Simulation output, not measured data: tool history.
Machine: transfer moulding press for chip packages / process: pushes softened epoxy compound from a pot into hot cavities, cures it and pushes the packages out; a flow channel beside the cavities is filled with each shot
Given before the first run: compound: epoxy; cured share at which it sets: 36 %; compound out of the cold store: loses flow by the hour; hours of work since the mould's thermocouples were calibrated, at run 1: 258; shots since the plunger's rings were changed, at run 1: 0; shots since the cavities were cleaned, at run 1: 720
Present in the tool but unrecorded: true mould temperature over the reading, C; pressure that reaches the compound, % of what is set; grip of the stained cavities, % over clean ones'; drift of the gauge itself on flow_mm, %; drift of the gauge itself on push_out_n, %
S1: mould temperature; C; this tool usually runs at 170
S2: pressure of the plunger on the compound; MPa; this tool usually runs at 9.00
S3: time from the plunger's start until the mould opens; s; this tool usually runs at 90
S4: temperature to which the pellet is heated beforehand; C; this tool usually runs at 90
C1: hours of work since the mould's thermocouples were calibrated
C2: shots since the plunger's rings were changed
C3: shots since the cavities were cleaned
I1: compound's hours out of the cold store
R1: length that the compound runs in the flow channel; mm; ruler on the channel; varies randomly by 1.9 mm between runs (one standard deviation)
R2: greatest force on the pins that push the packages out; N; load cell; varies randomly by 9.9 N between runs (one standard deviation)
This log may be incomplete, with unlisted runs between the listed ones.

run 1 hour=0.0 | S1=170 S2=9.00 S3=90 S4=90 | C1=258 C2=0 C3=720 | I1=30.8 | R1=590 R2=703
run 2 hour=34.5 | S1=166 S2=9.00 S3=90 S4=90 | C1=280 C2=379 C3=1099 | I1=39.1 | R1=574 R2=835
-- hour=46.3 cavities cleaned with cleaning compound and waxed
run 3 hour=86.2 | S1=166 S2=9.00 S3=90 S4=90 | C1=311 C2=930 C3=438 | I1=17.3 | R1=621 R2=713
run 4 hour=115.4 | S1=166 S2=9.00 S3=90 S4=90 | C1=329 C2=1251 C3=759 | I1=13.1 | R1=628 R2=780
-- hour=159.8 cavities cleaned with cleaning compound and waxed
run 5 hour=164.9 | S1=166 S2=9.00 S3=90 S4=90 | C1=358 C2=1777 C3=55 | I1=38.7 | R1=565 R2=542
-- hour=192.7 mould's thermocouples calibrated
run 6 hour=215.5 | S1=170 S2=9.00 S3=90 S4=90 | C1=14 C2=2311 C3=589 | I1=31.4 | R1=567 R2=662
run 7 hour=262.6 | S1=170 S2=9.00 S3=90 S4=90 | C1=43 C2=2828 C3=1106 | I1=42.9 | R1=539 R2=740
-- hour=274.2 cavities cleaned with cleaning compound and waxed
run 8 hour=303.2 | S1=170 S2=9.00 S3=90 S4=90 | C1=67 C2=3258 C3=319 | I1=33.7 | R1=555 R2=627
run 9 hour=349.3 | S1=170 S2=9.00 S3=90 S4=90 | C1=96 C2=3764 C3=825 | I1=42.1 | R1=531 R2=716
-- hour=387.1 cavities cleaned with cleaning compound and waxed
run 10 hour=387.1 | S1=170 S2=9.00 S3=90 S4=90 | C1=118 C2=4162 C3=0 | I1=44.8 | R1=525 R2=432
run 11 hour=419.4 | S1=170 S2=9.00 S3=92 S4=90 | C1=138 C2=4516 C3=354 | I1=13.5 | R1=586 R2=581
-- hour=451.5 plunger's sealing rings changed
run 12 hour=457.1 | S1=170 S2=9.00 S3=90 S4=90 | C1=160 C2=62 C3=741 | I1=22.8 | R1=608 R2=718
run 13 hour=479.4 | S1=170 S2=8.77 S3=90 S4=90 | C1=174 C2=306 C3=985 | I1=13.6 | R1=616 R2=705
-- hour=502.2 cavities cleaned with cleaning compound and waxed
run 14 hour=518.9 | S1=170 S2=8.77 S3=90 S4=90 | C1=197 C2=723 C3=183 | I1=22.0 | R1=595 R2=552
run 15 hour=546.7 | S1=170 S2=9.00 S3=90 S4=98 | C1=214 C2=1029 C3=489 | I1=20.2 | R1=601 R2=623
run 16 hour=589.8 | S1=170 S2=9.00 S3=90 S4=98 | C1=241 C2=1502 C3=962 | I1=11.2 | R1=620 R2=712
-- hour=615.8 cavities cleaned with cleaning compound and waxed
run 17 hour=622.9 | S1=176 S2=8.45 S3=90 S4=98 | C1=260 C2=1849 C3=77 | I1=23.2 | R1=558 R2=466
run 18 hour=647.8 | S1=176 S2=8.45 S3=90 S4=98 | C1=276 C2=2122 C3=350 | I1=44.1 | R1=511 R2=557
run 19 hour=692.1 | S1=176 S2=8.45 S3=90 S4=98 | C1=303 C2=2609 C3=837 | I1=15.4 | R1=568 R2=670
-- hour=726.4 cavities cleaned with cleaning compound and waxed
run 20 hour=744.4 | S1=176 S2=8.45 S3=78 S4=98 | C1=334 C2=3166 C3=197 | I1=36.6 | R1=518 R2=539
run 21 hour=787.0 | S1=165 S2=9.00 S3=119 S4=90 | C1=361 C2=3634 C3=665 | I1=19.4 | R1=598 R2=631

Forecast run 22:
-- hour=813.0 mould's thermocouples calibrated
-- hour=839.2 cavities cleaned with cleaning compound and waxed
run 22 hour=841.7 | S1=165 S2=9.00 S3=119 S4=90 | C1=17 C2=4196 C3=27 | I1=38.9 | R1=? R2=?

{"run 22": {"R1": 550, "R2": 471}}
The same run, on a tool lacking any hidden state, would have yielded R1 585 mm, R2 450 N.
